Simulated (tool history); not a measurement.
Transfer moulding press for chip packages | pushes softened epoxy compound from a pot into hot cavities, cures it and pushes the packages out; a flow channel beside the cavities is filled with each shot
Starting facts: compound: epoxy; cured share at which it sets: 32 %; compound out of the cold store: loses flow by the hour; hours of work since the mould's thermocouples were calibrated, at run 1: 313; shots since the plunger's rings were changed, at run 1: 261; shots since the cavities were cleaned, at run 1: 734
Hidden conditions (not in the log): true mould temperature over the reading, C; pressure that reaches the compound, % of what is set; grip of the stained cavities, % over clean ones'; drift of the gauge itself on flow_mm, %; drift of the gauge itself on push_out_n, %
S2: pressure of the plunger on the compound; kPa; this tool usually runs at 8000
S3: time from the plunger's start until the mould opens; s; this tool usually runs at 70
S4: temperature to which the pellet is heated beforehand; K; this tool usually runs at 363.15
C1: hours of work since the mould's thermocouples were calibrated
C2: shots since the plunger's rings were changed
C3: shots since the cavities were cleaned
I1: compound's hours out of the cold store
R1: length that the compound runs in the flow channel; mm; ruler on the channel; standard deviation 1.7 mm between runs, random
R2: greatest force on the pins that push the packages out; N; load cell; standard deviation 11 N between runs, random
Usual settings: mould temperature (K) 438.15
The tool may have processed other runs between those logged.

run 1 day=0.000 | mould_temperature_(K)=438.15 S2=8000 S3=70 S4=363.15 | C1=313 C2=261 C3=734 | I1=39.4 | R1=475 R2=878
-- day=1.012 cavities cleaned with cleaning compound and waxed
run 2 day=2.950 | mould_temperature_(K)=438.15 S2=8000 S3=70 S4=363.15 | C1=352 C2=1102 C3=564 | I1=47.6 | R1=449 R2=796
-- day=4.542 cavities cleaned with cleaning compound and waxed
run 3 day=6.825 | mould_temperature_(K)=438.15 S2=8000 S3=70 S4=363.15 | C1=404 C2=2212 C3=665 | I1=28.0 | R1=498 R2=864
-- day=7.950 cavities cleaned with cleaning compound and waxed
run 4 day=10.629 | mould_temperature_(K)=438.15 S2=8000 S3=70 S4=363.15 | C1=455 C2=3303 C3=780 | I1=18.6 | R1=517 R2=931
-- day=11.400 cavities cleaned with cleaning compound and waxed
run 5 day=12.496 | mould_temperature_(K)=438.15 S2=8000 S3=70 S4=363.15 | C1=480 C2=3828 C3=320 | I1=11.3 | R1=537 R2=787
-- day=14.871 cavities cleaned with cleaning compound and waxed
run 6 day=16.062 | mould_temperature_(K)=438.15 S2=8000 S3=70 S4=363.15 | C1=528 C2=4848 C3=346 | I1=37.0 | R1=456 R2=742
-- day=16.792 mould's thermocouples calibrated
run 7 day=18.129 | mould_temperature_(K)=438.15 S2=8000 S3=70 S4=358.15 | C1=18 C2=5426 C3=924 | I1=17.8 | R1=506 R2=935
-- day=18.454 cavities cleaned with cleaning compound and waxed
-- day=19.533 plunger's sealing rings changed
run 8 day=20.062 | mould_temperature_(K)=438.15 S2=8000 S3=70 S4=364.15 | C1=42 C2=154 C3=438 | I1=36.4 | R1=483 R2=742
-- day=21.950 cavities cleaned with cleaning compound and waxed
run 9 day=24.425 | mould_temperature_(K)=438.15 S2=8000 S3=70 S4=364.15 | C1=101 C2=1407 C3=721 | I1=37.9 | R1=472 R2=846
-- day=25.317 cavities cleaned with cleaning compound and waxed
run 10 day=26.262 | mould_temperature_(K)=438.15 S2=8000 S3=70 S4=364.15 | C1=125 C2=1924 C3=276 | I1=10.7 | R1=549 R2=691
-- day=28.829 cavities cleaned with cleaning compound and waxed
run 11 day=28.929 | mould_temperature_(K)=438.15 S2=8000 S3=70 S4=363.15 | C1=161 C2=2682 C3=29 | I1=18.5 | R1=520 R2=542
-- day=32.383 cavities cleaned with cleaning compound and waxed
run 12 day=33.075 | mould_temperature_(K)=438.15 S2=8000 S3=70 S4=363.15 | C1=216 C2=3871 C3=200 | I1=23.4 | R1=502 R2=655
-- day=35.842 cavities cleaned with cleaning compound and waxed
run 13 day=36.742 | mould_temperature_(K)=438.15 S2=8000 S3=70 S4=363.15 | C1=266 C2=4922 C3=262 | I1=26.1 | R1=487 R2=692
-- day=39.167 cavities cleaned with cleaning compound and waxed
-- day=39.846 plunger's sealing rings changed
run 14 day=40.246 | mould_temperature_(K)=438.15 S2=8000 S3=70 S4=363.15 | C1=311 C2=117 C3=284 | I1=37.3 | R1=483 R2=666
-- day=42.796 cavities cleaned with cleaning compound and waxed
run 15 day=44.617 | mould_temperature_(K)=431.15 S2=8770 S3=70 S4=361.15 | C1=370 C2=1371 C3=529 | I1=44.7 | R1=485 R2=1199
-- day=46.358 cavities cleaned with cleaning compound and waxed
run 16 day=48.350 | mould_temperature_(K)=431.15 S2=6920 S3=73 S4=361.15 | C1=420 C2=2442 C3=582 | I1=24.9 | R1=474 R2=1202
-- day=49.679 cavities cleaned with cleaning compound and waxed
run 17 day=51.125 | mould_temperature_(K)=431.15 S2=6920 S3=73 S4=361.15 | C1=457 C2=3231 C3=421 | I1=24.6 | R1=475 R2=1092
-- day=53.092 cavities cleaned with cleaning compound and waxed
run 18 day=54.042 | mould_temperature_(K)=433.15 S2=6070 S3=65 S4=356.15 | C1=496 C2=4062 C3=277 | I1=9.4 | R1=478 R2=1315
run 19 day=56.292 | mould_temperature_(K)=433.15 S2=6070 S3=65 S4=356.15 | C1=526 C2=4718 C3=933 | I1=8.7 | R1=477 R2=1831
-- day=56.567 cavities cleaned with cleaning compound and waxed
-- day=57.179 mould's thermocouples calibrated
-- day=60.004 cavities cleaned with cleaning compound and waxed
-- day=60.371 plunger's sealing rings changed
run 20 day=60.708 | mould_temperature_(K)=433.15 S2=6070 S3=65 S4=356.15 | C1=46 C2=98 C3=175 | I1=46.0 | R1=403 R2=949
run 21 day=62.642 | mould_temperature_(K)=438.15 S2=9960 S3=70 S4=361.15 | C1=72 C2=661 C3=738 | I1=18.2 | R1=596 R2=892
-- day=63.679 cavities cleaned with cleaning compound and waxed
run 22 day=65.871 | mould_temperature_(K)=438.15 S2=7330 S3=65 S4=368.15 | C1=115 C2=1583 C3=639 | I1=35.2 | R1=459 R2=902
-- day=67.162 cavities cleaned with cleaning compound and waxed
run 23 day=68.212 | mould_temperature_(K)=434.15 S2=7330 S3=65 S4=368.15 | C1=146 C2=2247 C3=307 | I1=25.4 | R1=490 R2=974
run 24 day=70.025 | mould_temperature_(K)=438.15 S2=9390 S3=86 S4=363.15 | C1=171 C2=2774 C3=834 | I1=28.0 | R1=536 R2=728
-- day=70.625 cavities cleaned with cleaning compound and waxed
run 25 day=73.546 | mould_temperature_(K)=438.15 S2=6210 S3=86 S4=363.15 | C1=218 C2=3782 C3=850 | I1=35.3 | R1=414 R2=723

Below are 4 alternative next runs, each starting from the tool's condition after run 25. Predict each:
-- day=74.288 cavities cleaned with cleaning compound and waxed
run A day=75.750 | mould_temperature_(K)=438.15 S2=8000 S3=70 S4=361.15 | C1=248 C2=4406 C3=426 | I1=41.9 | R1=? R2=?
-- day=74.288 cavities cleaned with cleaning compound and waxed
run B day=75.750 | mould_temperature_(K)=438.15 S2=8000 S3=65 S4=363.15 | C1=248 C2=4406 C3=426 | I1=19.4 | R1=? R2=?
-- day=74.288 cavities cleaned with cleaning compound and waxed
run C day=75.750 | mould_temperature_(K)=445.15 S2=6210 S3=86 S4=363.15 | C1=248 C2=4406 C3=426 | I1=13.6 | R1=? R2=?
-- day=74.288 cavities cleaned with cleaning compound and waxed
run D day=75.750 | mould_temperature_(K)=438.15 S2=9930 S3=70 S4=363.15 | C1=248 C2=4406 C3=426 | I1=17.7 | R1=? R2=?

run=A R1=446 R2=761
run=B R1=511 R2=898
run=C R1=458 R2=594
run=D R1=574 R2=783
With no hidden state in the tool, these same runs would have given:
run=A R1=467 R2=475
run=B R1=536 R2=558
run=C R1=480 R2=376
run=D R1=601 R2=487
